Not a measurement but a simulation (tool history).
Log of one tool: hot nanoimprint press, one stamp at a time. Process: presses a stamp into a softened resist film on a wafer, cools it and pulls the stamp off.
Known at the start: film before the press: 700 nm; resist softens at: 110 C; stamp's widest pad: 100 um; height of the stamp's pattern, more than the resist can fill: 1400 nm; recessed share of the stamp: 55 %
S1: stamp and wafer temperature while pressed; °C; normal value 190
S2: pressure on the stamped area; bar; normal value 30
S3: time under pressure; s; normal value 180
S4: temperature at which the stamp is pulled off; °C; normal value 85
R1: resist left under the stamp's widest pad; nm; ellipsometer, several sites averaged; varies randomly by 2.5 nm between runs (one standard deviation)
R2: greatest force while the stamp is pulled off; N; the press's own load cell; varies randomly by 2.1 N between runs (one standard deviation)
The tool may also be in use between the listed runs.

run 1 hour=0 | S1=190 S2=30 S3=180 S4=85 | R1=400.9 R2=92
run 2 hour=43 | S1=190 S2=30 S3=180 S4=85 | R1=404.1 R2=93
-- hour=92.1 plate thermocouple calibrated
run 3 hour=94.9 | S1=190 S2=30 S3=180 S4=85 | R1=404.2 R2=94
run 4 hour=120.8 | S1=190 S2=30 S3=180 S4=85 | R1=403.2 R2=93
run 5 hour=147.4 | S1=190 S2=30 S3=180 S4=91 | R1=404.6 R2=81
run 6 hour=196.4 | S1=190 S2=30 S3=180 S4=91 | R1=398.4 R2=79
run 7 hour=251.8 | S1=192 S2=37.9 S3=102 S4=88 | R1=419.6 R2=89
run 8 hour=282.2 | S1=192 S2=37.9 S3=102 S4=88 | R1=422.3 R2=88
run 9 hour=335.9 | S1=190 S2=30 S3=193 S4=73 | R1=395.7 R2=114
run 10 hour=385.7 | S1=190 S2=40.4 S3=235 S4=82 | R1=330.2 R2=103
run 11 hour=423.5 | S1=190 S2=42.5 S3=151 S4=82 | R1=379.1 R2=100

Below are 5 alternative next runs, each starting from the tool's condition after run 11. Predict each:
-- hour=445.9 stamp cleaned and given a new release coat
-- hour=458.5 plate thermocouple calibrated
run A hour=474.6 | S1=190 S2=42.5 S3=151 S4=90 | R1=? R2=?
-- hour=445.9 stamp cleaned and given a new release coat
-- hour=458.5 plate thermocouple calibrated
run B hour=474.6 | S1=190 S2=19 S3=134 S4=85 | R1=? R2=?
-- hour=445.9 stamp cleaned and given a new release coat
-- hour=458.5 plate thermocouple calibrated
run C hour=474.6 | S1=193 S2=30 S3=170 S4=85 | R1=? R2=?
-- hour=445.9 stamp cleaned and given a new release coat
-- hour=458.5 plate thermocouple calibrated
run D hour=474.6 | S1=194 S2=19.2 S3=151 S4=78 | R1=? R2=?
-- hour=445.9 stamp cleaned and given a new release coat
-- hour=458.5 plate thermocouple calibrated
run E hour=474.6 | S1=197 S2=30 S3=170 S4=85 | R1=? R2=?

run=A R1=378.1 R2=82
run=B R1=509.3 R2=93
run=C R1=379.6 R2=96
run=D R1=451.1 R2=107
run=E R1=333.3 R2=93
With no hidden state in the tool, these same runs would have given:
run=A R1=377.8 R2=82
run=B R1=509.2 R2=93
run=C R1=379.4 R2=96
run=D R1=451 R2=107
run=E R1=333.1 R2=93

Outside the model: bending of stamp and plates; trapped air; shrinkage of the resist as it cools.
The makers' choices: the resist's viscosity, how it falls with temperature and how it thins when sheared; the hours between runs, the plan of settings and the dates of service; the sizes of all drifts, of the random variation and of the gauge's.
